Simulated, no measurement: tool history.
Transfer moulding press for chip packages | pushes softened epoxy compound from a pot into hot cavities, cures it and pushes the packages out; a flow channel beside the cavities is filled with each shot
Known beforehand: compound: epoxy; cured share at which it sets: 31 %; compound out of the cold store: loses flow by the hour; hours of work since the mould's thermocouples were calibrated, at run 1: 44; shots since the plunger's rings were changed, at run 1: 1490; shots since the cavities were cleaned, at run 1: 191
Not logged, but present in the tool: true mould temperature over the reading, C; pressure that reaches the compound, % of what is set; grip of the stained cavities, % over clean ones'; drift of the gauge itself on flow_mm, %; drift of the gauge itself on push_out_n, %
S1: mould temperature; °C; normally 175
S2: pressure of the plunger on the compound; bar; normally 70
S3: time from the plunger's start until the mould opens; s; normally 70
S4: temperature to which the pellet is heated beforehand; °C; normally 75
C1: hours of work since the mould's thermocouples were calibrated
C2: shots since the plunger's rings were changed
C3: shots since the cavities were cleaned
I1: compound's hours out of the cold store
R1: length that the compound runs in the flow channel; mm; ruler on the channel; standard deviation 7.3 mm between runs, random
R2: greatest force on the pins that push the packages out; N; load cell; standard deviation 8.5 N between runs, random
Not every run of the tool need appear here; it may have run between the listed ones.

Run 1, hour 0: usual settings; C1 44; C2 1490; C3 191; I1 38.7. Result: R1 734 mm, R2 522 N.
At hour 38.1: cavities cleaned with cleaning compound and waxed.
Run 2, hour 70.6: usual settings but S3 71 s; C1 77; C2 2395; C3 426; I1 33.8. Result: R1 733 mm, R2 876 N.
At hour 90.6: cavities cleaned with cleaning compound and waxed.
Run 3, hour 129: usual settings but S3 71 s; C1 105; C2 3139; C3 503; I1 11.4. Result: R1 812 mm, R2 706 N.
At hour 141.7: cavities cleaned with cleaning compound and waxed.
At hour 196.5: cavities cleaned with cleaning compound and waxed.
Run 4, hour 196.5: usual settings but S3 71 s; C1 137; C2 3983; C3 0; I1 33.7. Result: R1 731 mm, R2 361 N.
At hour 250.6: cavities cleaned with cleaning compound and waxed.
Run 5, hour 264.7: usual settings but S2 77.7 bar, S3 71 s; C1 169; C2 4857; C3 186; I1 18. Result: R1 812 mm, R2 546 N.
At hour 284.3: plunger's sealing rings changed.
At hour 305.4: cavities cleaned with cleaning compound and waxed.
Run 6, hour 319.7: usual settings but S4 82 °C; C1 194; C2 444; C3 186; I1 36.4. Result: R1 766 mm, R2 503 N.
At hour 345.4: cavities cleaned with cleaning compound and waxed, once more.
Run 7, hour 363.6: usual settings but S4 74 °C; C1 215; C2 1000; C3 239; I1 25.6. Result: R1 776 mm, R2 550 N.
At hour 396.5: cavities cleaned with cleaning compound and waxed.
Run 8, hour 414: usual settings; C1 239; C2 1639; C3 229; I1 21. Result: R1 806 mm, R2 532 N.
At hour 447.9: cavities cleaned with cleaning compound and waxed.
Run 9, hour 480.4: usual settings but S1 181 °C; C1 271; C2 2489; C3 426; I1 13.9. Result: R1 788 mm, R2 509 N.
At hour 501.6: cavities cleaned with cleaning compound and waxed.
Run 10, hour 523.3: usual settings but S1 170 °C, S2 56.2 bar, S3 92 s, S4 82 °C; C1 291; C2 3030; C3 283; I1 40.2. Result: R1 641 mm, R2 508 N.
At hour 556.2: cavities cleaned with cleaning compound and waxed.
Run 11, hour 592.1: usual settings but S1 170 °C, S2 56.2 bar, S3 92 s, S4 82 °C; C1 324; C2 3911; C3 470; I1 27.5. Result: R1 688 mm, R2 587 N.
At hour 613.3: cavities cleaned with cleaning compound and waxed.
Run 12, hour 632.4: usual settings but S1 170 °C, S2 56.2 bar, S3 92 s, S4 82 °C; C1 343; C2 4418; C3 249; I1 12.2. Result: R1 725 mm, R2 479 N.
At hour 665.2: cavities cleaned with cleaning compound and waxed.
At hour 685: plunger's sealing rings changed.
Run 13, hour 704.4: usual settings but S1 174 °C, S2 54.1 bar, S3 82 s; C1 376; C2 253; C3 480; I1 11.1. Result: R1 745 mm, R2 567 N.
At hour 718.6: cavities cleaned with cleaning compound and waxed.
At hour 748.3: mould's thermocouples calibrated.
At hour 777.3: cavities cleaned with cleaning compound and waxed.
Run 14, hour 785.2: usual settings but S1 174 °C, S2 54.1 bar, S3 82 s; C1 17; C2 1246; C3 103; I1 21.7. Result: R1 706 mm, R2 406 N.
At hour 830.1: cavities cleaned with cleaning compound and waxed.
Run 15, hour 853.9: usual settings but S1 174 °C, S2 54.1 bar, S3 82 s; C1 50; C2 2125; C3 312; I1 17.4. Result: R1 712 mm, R2 518 N.

A few steps of R1 between consecutive runs. Split each: what settings, incoming material and random variation would produce without the hidden state, and what is left over for the hidden state, along with gauge scatter present in only one of the two compared results (measured, and without hidden state):
Run 5 -> 6: S2 77.7 -> 70, S3 71 -> 70, S4 75 -> 82, plunger's sealing rings changed, cavities cleaned with cleaning compound and waxed. R1 -46 mm: hidden state +59, all else -105.
Run 9 -> 10: S1 181 -> 170, S2 70 -> 56.2, S3 70 -> 92, S4 75 -> 82, cavities cleaned with cleaning compound and waxed. R1 -147 mm: hidden state +1, all else -148.
